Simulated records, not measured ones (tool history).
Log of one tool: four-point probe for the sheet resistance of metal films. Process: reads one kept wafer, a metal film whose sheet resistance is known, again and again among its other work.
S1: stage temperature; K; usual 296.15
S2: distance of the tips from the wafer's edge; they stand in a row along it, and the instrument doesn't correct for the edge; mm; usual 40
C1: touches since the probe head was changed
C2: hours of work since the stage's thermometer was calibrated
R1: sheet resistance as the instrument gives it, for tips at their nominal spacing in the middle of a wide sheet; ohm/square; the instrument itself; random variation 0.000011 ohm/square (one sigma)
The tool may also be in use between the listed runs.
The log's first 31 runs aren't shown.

Run 32, hour 1529.2: usual settings but S1 299.15 K, S2 48 mm; C1 144476; C2 1040. Result: R1 0.053533 ohm/square.
Run 33, hour 1574.6: usual settings but S1 297.15 K, S2 4 mm; C1 145978; C2 1069. Result: R1 0.055213 ohm/square.
Run 34, hour 1619.9: usual settings but S2 38 mm; C1 147477; C2 1098. Result: R1 0.053459 ohm/square.
Run 35, hour 1675.9: usual settings but S1 293.15 K, S2 10 mm; C1 149325; C2 1133. Result: R1 0.053618 ohm/square.
Run 36, hour 1704.9: usual settings but S1 293.15 K, S2 10 mm; C1 150286; C2 1152. Result: R1 0.053629 ohm/square.
Run 37, hour 1751.6: usual settings but S1 300.15 K, S2 45 mm; C1 151828; C2 1182. Result: R1 0.053569 ohm/square.
Run 38, hour 1780.3: usual settings but S1 300.15 K, S2 45 mm; C1 152777; C2 1200. Result: R1 0.053576 ohm/square.
Run 39, hour 1828.6: usual settings but S1 294.15 K, S2 20 mm; C1 154374; C2 1231. Result: R1 0.053441 ohm/square.
Run 40, hour 1881: usual settings but S1 305.15 K, S2 6 mm; C1 156108; C2 1264. Result: R1 0.054511 ohm/square.
Run 41, hour 1918.5: usual settings but S1 297.15 K, S2 6 mm; C1 157348; C2 1288. Result: R1 0.054252 ohm/square.
Run 42, hour 1950.7: usual settings but S2 8 mm; C1 158410; C2 1308. Result: R1 0.053876 ohm/square.
Run 43, hour 1987.6: usual settings but S1 306.15 K, S2 11 mm; C1 159632; C2 1332. Result: R1 0.053993 ohm/square.

4 ways to go on from here, each from the tool as it stands after run 43. What would each give?
Run A, hour 2052.2: usual settings but S1 294.15 K, S2 7 mm; C1 161767; C2 1373. Result: R1 ?.
Run B, hour 2052.2: usual settings but S1 304.15 K, S2 12 mm; C1 161767; C2 1373. Result: R1 ?.
Run C, hour 2052.2: usual settings but S2 18 mm; C1 161767; C2 1373. Result: R1 ?.
Run D, hour 2052.2: usual settings but S2 11 mm; C1 161767; C2 1373. Result: R1 ?.

run        R1
  A  0.053971
  B  0.053896
  C  0.053518
  D  0.053659
Without the tool's hidden state the same runs would have given:
run        R1
  A  0.053737
  B  0.053659
  C  0.053285
  D  0.053426

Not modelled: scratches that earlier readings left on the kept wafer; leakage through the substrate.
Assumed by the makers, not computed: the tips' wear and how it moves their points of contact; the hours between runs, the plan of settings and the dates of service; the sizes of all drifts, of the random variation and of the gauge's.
